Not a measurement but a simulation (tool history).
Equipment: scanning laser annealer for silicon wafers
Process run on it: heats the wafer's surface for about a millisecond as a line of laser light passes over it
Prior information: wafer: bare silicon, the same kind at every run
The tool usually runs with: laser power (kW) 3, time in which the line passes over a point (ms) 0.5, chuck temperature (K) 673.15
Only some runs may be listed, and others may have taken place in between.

run   hour  laser power (kW)  time in which the line passes over a point (ms)  chuck temperature (K)  highest temperature of the surface (K)
  1      0                 3                                              0.5                 673.15                                 1408.15
  2   27.6                 3                                              0.5                 673.15                                 1404.15
  3   46.3                 3                                              0.5                 673.15                                 1408.15
  4   68.7                 3                                              0.5                 673.15                                 1406.15
  5  105.7                 3                                              0.5                 710.15                                 1440.15
  6  129.4                 3                                              0.5                 710.15                                 1442.15
  7  157.1                 3                                              0.5                 710.15                                 1442.15
  8  185.9             2.556                                              0.5                 634.15                                 1237.15
  9  208.1             2.857                                            0.453                 647.15                                 1300.15
 10  241.1                 3                                              0.5                 705.15                                 1433.15
     260.5  -- window over the wafer cleaned
 11  268.2                 3                                              0.5                 693.15                                 1424.15
 12  297.8              3.01                                              0.5                 663.15                                 1400.15
 13  313.2              3.01                                              0.5                 663.15                                 1399.15
 14  339.7             3.014                                            0.421                 658.15                                 1327.15

4 options for the next run, each taken on its own from the tool as it stands now. Forecast them:
  A  376.6             2.905                                             0.58                 699.15                                       ?
  B  376.6              2.84                                            0.412                 696.15                                       ?
  C  376.6             3.014                                            0.541                 658.15                                       ?
  D  376.6             3.159                                            0.505                 671.15                                       ?

run  highest temperature of the surface (K)
  A                                 1468.15
  B                                 1310.15
  C                                 1431.15
  D                                 1462.15
Without the tool's unlogged condition, the same runs would have read:
run  highest temperature of the surface (K)
  A                                 1469.15
  B                                 1310.15
  C                                 1431.15
  D                                 1462.15
